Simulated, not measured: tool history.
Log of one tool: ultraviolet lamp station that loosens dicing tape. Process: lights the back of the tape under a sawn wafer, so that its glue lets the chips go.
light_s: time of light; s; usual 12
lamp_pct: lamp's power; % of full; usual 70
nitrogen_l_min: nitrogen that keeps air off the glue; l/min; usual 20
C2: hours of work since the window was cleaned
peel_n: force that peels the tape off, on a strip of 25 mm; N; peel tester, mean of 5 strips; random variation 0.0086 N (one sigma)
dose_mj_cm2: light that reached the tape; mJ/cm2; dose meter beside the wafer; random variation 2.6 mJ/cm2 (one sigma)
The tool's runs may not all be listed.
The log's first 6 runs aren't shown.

At hour 165.3: window cleaned of glue's vapour.
Run 7, hour 166.8: usual settings but nitrogen_l_min 7 l/min; hours of work of the lamp 501; C2 1. Result: peel_n 0.522 N, dose_mj_cm2 342 mJ/cm2.
Run 8, hour 186.4: usual settings but nitrogen_l_min 7 l/min; hours of work of the lamp 516; C2 16. Result: peel_n 0.549 N, dose_mj_cm2 341 mJ/cm2.
Run 9, hour 223.7: usual settings; hours of work of the lamp 544; C2 44. Result: peel_n 0.357 N, dose_mj_cm2 341 mJ/cm2.
Run 10, hour 254.2: usual settings but light_s 21 s; hours of work of the lamp 567; C2 67. Result: peel_n 0.125 N, dose_mj_cm2 591 mJ/cm2.
Run 11, hour 279.5: usual settings but light_s 21 s; hours of work of the lamp 586; C2 86. Result: peel_n 0.121 N, dose_mj_cm2 598 mJ/cm2.
Run 12, hour 323.1: usual settings; hours of work of the lamp 618; C2 119. Result: peel_n 0.355 N, dose_mj_cm2 339 mJ/cm2.
Run 13, hour 350.7: usual settings; hours of work of the lamp 639; C2 139. Result: peel_n 0.351 N, dose_mj_cm2 338 mJ/cm2.
Run 14, hour 392.9: usual settings but lamp_pct 85 % of full; hours of work of the lamp 671; C2 171. Result: peel_n 0.236 N, dose_mj_cm2 411 mJ/cm2.
Run 15, hour 426: usual settings but light_s 13 s, lamp_pct 85 % of full; hours of work of the lamp 696; C2 196. Result: peel_n 0.203 N, dose_mj_cm2 451 mJ/cm2.
At hour 457.3: window cleaned of glue's vapour.
Run 16, hour 462: usual settings but light_s 21 s, lamp_pct 83 % of full, nitrogen_l_min 13 l/min; hours of work of the lamp 722; C2 3. Result: peel_n 0.115 N, dose_mj_cm2 709 mJ/cm2.
Run 17, hour 505.2: usual settings but nitrogen_l_min 18 l/min; hours of work of the lamp 755; C2 36. Result: peel_n 0.378 N, dose_mj_cm2 341 mJ/cm2.
Run 18, hour 528.7: usual settings but light_s 17 s, lamp_pct 61 % of full, nitrogen_l_min 27 l/min; hours of work of the lamp 773; C2 54. Result: peel_n 0.217 N, dose_mj_cm2 420 mJ/cm2.
Run 19, hour 566.1: usual settings but light_s 17 s, lamp_pct 61 % of full, nitrogen_l_min 27 l/min; hours of work of the lamp 801; C2 82. Result: peel_n 0.2 N, dose_mj_cm2 419 mJ/cm2.
Run 20, hour 600.5: usual settings but light_s 17 s, lamp_pct 61 % of full, nitrogen_l_min 27 l/min; hours of work of the lamp 827; C2 108. Result: peel_n 0.206 N, dose_mj_cm2 418 mJ/cm2.
Run 21, hour 627.5: usual settings but light_s 17 s, lamp_pct 76 % of full, nitrogen_l_min 27 l/min; hours of work of the lamp 847; C2 128. Result: peel_n 0.13 N, dose_mj_cm2 531 mJ/cm2.
Run 22, hour 651.6: usual settings but light_s 17 s, lamp_pct 76 % of full, nitrogen_l_min 27 l/min; hours of work of the lamp 865; C2 146. Result: peel_n 0.147 N, dose_mj_cm2 526 mJ/cm2.
Run 23, hour 676.8: usual settings but light_s 7 s, nitrogen_l_min 9 l/min; hours of work of the lamp 884; C2 165. Result: peel_n 1.149 N, dose_mj_cm2 201 mJ/cm2.
Run 24, hour 712.5: usual settings but lamp_pct 93 % of full; hours of work of the lamp 911; C2 192. Result: peel_n 0.203 N, dose_mj_cm2 448 mJ/cm2.
Run 25, hour 743.9: usual settings but lamp_pct 93 % of full; hours of work of the lamp 934; C2 215. Result: peel_n 0.199 N, dose_mj_cm2 451 mJ/cm2.
At hour 750.8: window cleaned of glue's vapour.
Run 26, hour 788.8: usual settings but lamp_pct 86 % of full; hours of work of the lamp 968; C2 29. Result: peel_n 0.225 N, dose_mj_cm2 418 mJ/cm2.
Run 27, hour 827.2: usual settings but light_s 8 s, lamp_pct 62 % of full; hours of work of the lamp 997; C2 57. Result: peel_n 0.922 N, dose_mj_cm2 200 mJ/cm2.
Run 28, hour 871.9: usual settings but light_s 8 s, lamp_pct 86 % of full; hours of work of the lamp 1030; C2 91. Result: peel_n 0.517 N, dose_mj_cm2 279 mJ/cm2.
Run 29, hour 901: usual settings but light_s 8 s, lamp_pct 62 % of full, nitrogen_l_min 12 l/min; hours of work of the lamp 1052; C2 113. Result: peel_n 1.009 N, dose_mj_cm2 203 mJ/cm2.
At hour 927.3: lamp changed.
Run 30, hour 935.4: usual settings but light_s 8 s, lamp_pct 78 % of full, nitrogen_l_min 25 l/min; hours of work of the lamp 6; C2 138. Result: peel_n 0.564 N, dose_mj_cm2 256 mJ/cm2.

Forecast each of these 3 alternatives for the next run:
Run A, hour 954.5: usual settings but light_s 19 s, lamp_pct 81 % of full, nitrogen_l_min 17 l/min; hours of work of the lamp 20; C2 152. Result: peel_n ?, dose_mj_cm2 ?.
Run B, hour 954.5: usual settings but lamp_pct 63 % of full; hours of work of the lamp 20; C2 152. Result: peel_n ?, dose_mj_cm2 ?.
Run C, hour 954.5: usual settings but light_s 11 s, lamp_pct 89 % of full; hours of work of the lamp 20; C2 152. Result: peel_n ?, dose_mj_cm2 ?.

run  peel_n  dose_mj_cm2
  A   0.116          626
  B   0.432          306
  C   0.256          394
Without the tool's hidden state the same runs would have given:
run  peel_n  dose_mj_cm2
  A   0.116          627
  B   0.431          306
  C   0.255          395
